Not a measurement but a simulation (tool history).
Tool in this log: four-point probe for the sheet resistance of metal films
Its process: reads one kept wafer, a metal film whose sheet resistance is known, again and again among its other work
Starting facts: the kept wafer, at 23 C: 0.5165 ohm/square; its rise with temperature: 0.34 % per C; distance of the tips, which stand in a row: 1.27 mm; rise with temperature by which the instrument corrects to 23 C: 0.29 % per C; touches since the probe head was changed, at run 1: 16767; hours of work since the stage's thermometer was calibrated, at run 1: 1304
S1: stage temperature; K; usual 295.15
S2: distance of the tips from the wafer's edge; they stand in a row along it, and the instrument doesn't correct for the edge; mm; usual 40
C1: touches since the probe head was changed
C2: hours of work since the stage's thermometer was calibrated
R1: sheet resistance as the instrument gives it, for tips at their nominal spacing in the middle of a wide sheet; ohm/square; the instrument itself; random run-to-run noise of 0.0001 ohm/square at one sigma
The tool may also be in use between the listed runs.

run 1 hour=0 | S1=295.15 S2=40 | C1=16767 C2=1304 | R1=0.519068
run 2 hour=22.6 | S1=295.15 S2=40 | C1=18023 C2=1319 | R1=0.519004
run 3 hour=48.7 | S1=295.15 S2=40 | C1=19466 C2=1335 | R1=0.519056
run 4 hour=73.9 | S1=295.15 S2=11 | C1=20865 C2=1351 | R1=0.522687
run 5 hour=86.9 | S1=307.15 S2=40 | C1=21586 C2=1359 | R1=0.522489
run 6 hour=100.4 | S1=307.15 S2=40 | C1=22336 C2=1368 | R1=0.522576
run 7 hour=121.2 | S1=295.15 S2=40 | C1=23487 C2=1381 | R1=0.518958
run 8 hour=143.3 | S1=295.15 S2=40 | C1=24711 C2=1395 | R1=0.519292
run 9 hour=168.8 | S1=296.15 S2=29 | C1=26129 C2=1412 | R1=0.519668
-- hour=183.2 stage's thermometer calibrated
run 10 hour=186.9 | S1=305.15 S2=7 | C1=27106 C2=2 | R1=0.530539
run 11 hour=207.3 | S1=305.15 S2=8 | C1=28236 C2=15 | R1=0.528244
run 12 hour=227.4 | S1=305.15 S2=8 | C1=29351 C2=28 | R1=0.528353
run 13 hour=240.9 | S1=305.15 S2=8 | C1=30100 C2=37 | R1=0.528533
run 14 hour=254.6 | S1=305.15 S2=22 | C1=30858 C2=45 | R1=0.52249
run 15 hour=267.3 | S1=305.15 S2=22 | C1=31561 C2=53 | R1=0.522393

Some steps in R1 between neighbouring runs. How much of each would the tool show without its hidden state too (settings, what came in, random variation), and how much is left for the hidden state, with any gauge scatter that isn't in both results?
Unlogged tool condition in this case: inner tips' distance over the nominal, %; tips' flats over new ones', %; wafer's true temperature over the reading, C; drift of the gauge itself on sheet_ohm, %.
Run 9 -> 10: S1 296.15 -> 305.15, S2 29 -> 7, stage's thermometer calibrated. R1 +0.010871 ohm/square: hidden state -0.000298, all else +0.011169.
